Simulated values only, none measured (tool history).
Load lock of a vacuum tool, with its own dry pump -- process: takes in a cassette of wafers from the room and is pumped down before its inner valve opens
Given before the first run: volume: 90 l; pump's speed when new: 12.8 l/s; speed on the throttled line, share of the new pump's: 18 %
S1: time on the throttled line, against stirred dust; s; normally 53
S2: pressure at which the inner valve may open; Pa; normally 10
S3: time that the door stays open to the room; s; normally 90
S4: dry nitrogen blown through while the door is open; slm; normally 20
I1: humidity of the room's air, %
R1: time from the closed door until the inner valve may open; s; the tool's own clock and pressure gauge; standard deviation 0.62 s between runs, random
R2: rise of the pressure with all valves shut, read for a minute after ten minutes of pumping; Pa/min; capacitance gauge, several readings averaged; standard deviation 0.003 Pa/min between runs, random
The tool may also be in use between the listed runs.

run 1 day=0 | S1=53 S2=10 S3=90 S4=20 | I1=42 | R1=113.2 R2=0.105
run 2 day=3.421 | S1=53 S2=10 S3=90 S4=20 | I1=47 | R1=112.9 R2=0.109
run 3 day=7.162 | S1=53 S2=10 S3=90 S4=20 | I1=44.3 | R1=113.3 R2=0.111
run 4 day=14.379 | S1=53 S2=10 S3=90 S4=20 | I1=44.1 | R1=112.2 R2=0.117
run 5 day=19.842 | S1=53 S2=10 S3=92 S4=20 | I1=46.2 | R1=111.6 R2=0.13
run 6 day=25.858 | S1=53 S2=10 S3=90 S4=20 | I1=45.8 | R1=111.7 R2=0.131
run 7 day=28.933 | S1=27 S2=10 S3=90 S4=20 | I1=43 | R1=92.1 R2=0.136
run 8 day=35.812 | S1=27 S2=10 S3=90 S4=20 | I1=48.1 | R1=92 R2=0.143
run 9 day=39.562 | S1=27 S2=10 S3=90 S4=20 | I1=42 | R1=92.7 R2=0.149
run 10 day=45.921 | S1=26 S2=10 S3=90 S4=20 | I1=44.5 | R1=91.3 R2=0.154
run 11 day=50.858 | S1=26 S2=10 S3=90 S4=20 | I1=49.1 | R1=90.7 R2=0.162
run 12 day=55.354 | S1=53 S2=10 S3=90 S4=20 | I1=47.4 | R1=113.1 R2=0.17
run 13 day=59.796 | S1=53 S2=10 S3=90 S4=20 | I1=44 | R1=112.9 R2=0.171
run 14 day=64.408 | S1=53 S2=10 S3=90 S4=20 | I1=45.7 | R1=113.9 R2=0.175
run 15 day=71.796 | S1=53 S2=10 S3=90 S4=20 | I1=44.2 | R1=112.9 R2=0.183
run 16 day=76.283 | S1=53 S2=10 S3=90 S4=20 | I1=45.8 | R1=112.7 R2=0.183
run 17 day=82.075 | S1=53 S2=10 S3=90 S4=20 | I1=45.8 | R1=113.7 R2=0.193
run 18 day=88.258 | S1=53 S2=10 S3=90 S4=20 | I1=43.5 | R1=114.4 R2=0.201
run 19 day=94.525 | S1=53 S2=10 S3=90 S4=20 | I1=42.3 | R1=112.9 R2=0.206
run 20 day=101.271 | S1=53 S2=10 S3=90 S4=20 | I1=43.9 | R1=114.9 R2=0.208
run 21 day=107.429 | S1=106 S2=10 S3=90 S4=24 | I1=46.4 | R1=154.5 R2=0.217
run 22 day=110.571 | S1=106 S2=10 S3=90 S4=24 | I1=42.1 | R1=157.9 R2=0.217
run 23 day=115.942 | S1=30 S2=10 S3=90 S4=24 | I1=47.9 | R1=96.4 R2=0.224
run 24 day=123.196 | S1=28 S2=10 S3=90 S4=5 | I1=42.1 | R1=94.2 R2=0.253
run 25 day=127.738 | S1=28 S2=10 S3=90 S4=5 | I1=44 | R1=93.8 R2=0.267
run 26 day=131.225 | S1=62 S2=10 S3=55 S4=5 | I1=45.5 | R1=122.1 R2=0.255
run 27 day=136.721 | S1=27 S2=10 S3=90 S4=20 | I1=40.2 | R1=93.4 R2=0.258
run 28 day=141.5 | S1=30 S2=17 S3=214 S4=7 | I1=47.1 | R1=92.4 R2=0.303
run 29 day=144.825 | S1=64 S2=8 S3=90 S4=20 | I1=43.7 | R1=125.1 R2=0.264
run 30 day=151.183 | S1=48 S2=10 S3=90 S4=20 | I1=40 | R1=111.7 R2=0.289
run 31 day=158.379 | S1=48 S2=10 S3=90 S4=20 | I1=40.8 | R1=110.9 R2=0.283
run 32 day=163.392 | S1=48 S2=10 S3=90 S4=20 | I1=49.8 | R1=110.3 R2=0.295
run 33 day=168.05 | S1=53 S2=10 S3=191 S4=18 | I1=40.5 | R1=114.6 R2=0.316
run 34 day=173.929 | S1=53 S2=10 S3=90 S4=20 | I1=43.9 | R1=115 R2=0.298
run 35 day=177.75 | S1=53 S2=9 S3=28 S4=20 | I1=44.3 | R1=115.9 R2=0.304
run 36 day=183.838 | S1=53 S2=9 S3=28 S4=20 | I1=45.3 | R1=115.8 R2=0.314

Selected run-to-run steps in R1, each split into two signed amounts: the part the tool would show with no hidden state at all (from settings, incoming material and random variation), and the remainder, which goes to the hidden state together with any gauge scatter not common to the measured and the hidden-state-free results:
The tool's hidden condition here consists of: pump's speed, % of a new pump's; leak at the door's seal, Pa l/s; drift of the gauge itself on ready_s, %; drift of the gauge itself on rise_pa_min, %.
Run 20 -> 21: S1 53 -> 106, S4 20 -> 24. R1 +39.6 s: hidden state -0.8, all else +40.4.
Run 22 -> 23: S1 106 -> 30. R1 -61.5 s: hidden state +1.4, all else -62.9.
Run 26 -> 27: S1 62 -> 27, S3 55 -> 90, S4 5 -> 20. R1 -28.7 s: hidden state +0.6, all else -29.3.
Run 28 -> 29: S1 30 -> 64, S2 17 -> 8, S3 214 -> 90, S4 7 -> 20. R1 +32.7 s: hidden state -0.1, all else +32.8.

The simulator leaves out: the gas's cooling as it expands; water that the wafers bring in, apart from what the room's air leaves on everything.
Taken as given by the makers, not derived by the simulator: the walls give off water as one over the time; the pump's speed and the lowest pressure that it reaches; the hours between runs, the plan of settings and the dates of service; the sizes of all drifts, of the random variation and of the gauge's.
